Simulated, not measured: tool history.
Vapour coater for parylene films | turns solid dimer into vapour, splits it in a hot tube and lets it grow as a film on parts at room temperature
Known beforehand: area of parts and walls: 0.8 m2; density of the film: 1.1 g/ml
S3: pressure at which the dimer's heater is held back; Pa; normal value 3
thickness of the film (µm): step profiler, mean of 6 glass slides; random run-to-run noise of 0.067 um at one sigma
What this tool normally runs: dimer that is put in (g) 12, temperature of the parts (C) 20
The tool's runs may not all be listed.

{"run": 1, "hour": 0.0, "dimer that is put in (g)": 12, "temperature of the parts (C)": 20, "S3": 3, "thickness of the film (µm)": 7.89}
{"run": 2, "hour": 63.3, "dimer that is put in (g)": 12, "temperature of the parts (C)": 20, "S3": 3, "thickness of the film (µm)": 7.74}
{"run": 3, "hour": 127.3, "dimer that is put in (g)": 12, "temperature of the parts (C)": 20, "S3": 3, "thickness of the film (µm)": 7.6}
{"run": 4, "hour": 165.2, "dimer that is put in (g)": 12, "temperature of the parts (C)": 20, "S3": 3, "thickness of the film (µm)": 7.67}
{"run": 5, "hour": 214.5, "dimer that is put in (g)": 12, "temperature of the parts (C)": 18, "S3": 3, "thickness of the film (µm)": 7.79}
{"run": 6, "hour": 268.2, "dimer that is put in (g)": 12, "temperature of the parts (C)": 20, "S3": 3, "thickness of the film (µm)": 7.49}
{"run": 7, "hour": 314.5, "dimer that is put in (g)": 12, "temperature of the parts (C)": 20, "S3": 3, "thickness of the film (µm)": 7.36}
{"hour": 338.3, "done": "trap's valve overhauled"}
{"run": 8, "hour": 353.5, "dimer that is put in (g)": 12, "temperature of the parts (C)": 20, "S3": 3, "thickness of the film (µm)": 7.92}
{"run": 9, "hour": 399.5, "dimer that is put in (g)": 9, "temperature of the parts (C)": 20, "S3": 3, "thickness of the film (µm)": 5.99}
{"run": 10, "hour": 462.9, "dimer that is put in (g)": 9, "temperature of the parts (C)": 20, "S3": 3, "thickness of the film (µm)": 5.88}
{"run": 11, "hour": 510.5, "dimer that is put in (g)": 9, "temperature of the parts (C)": 20, "S3": 3, "thickness of the film (µm)": 5.95}
{"run": 12, "hour": 561.6, "dimer that is put in (g)": 9, "temperature of the parts (C)": 20, "S3": 3, "thickness of the film (µm)": 5.74}
{"run": 13, "hour": 629.0, "dimer that is put in (g)": 12, "temperature of the parts (C)": 20, "S3": 3, "thickness of the film (µm)": 7.51}
{"hour": 632.8, "done": "table's thermometer calibrated"}
{"run": 14, "hour": 684.9, "dimer that is put in (g)": 12, "temperature of the parts (C)": 20, "S3": 3, "thickness of the film (µm)": 7.48}
{"run": 15, "hour": 751.8, "dimer that is put in (g)": 7, "temperature of the parts (C)": 12, "S3": 3.64, "thickness of the film (µm)": 4.86}

What does the tool deliver on the next run?
{"hour": 785.9, "done": "table's thermometer calibrated, once more"}
{"run": 16, "hour": 805.1, "dimer that is put in (g)": 7, "temperature of the parts (C)": 12, "S3": 3.64, "thickness of the film (µm)": "?"}

thickness of the film (µm): 4.76
Take away the tool's hidden state, keep the run-to-run variation as it was, and the same run would have given thickness of the film (µm) 5.18.
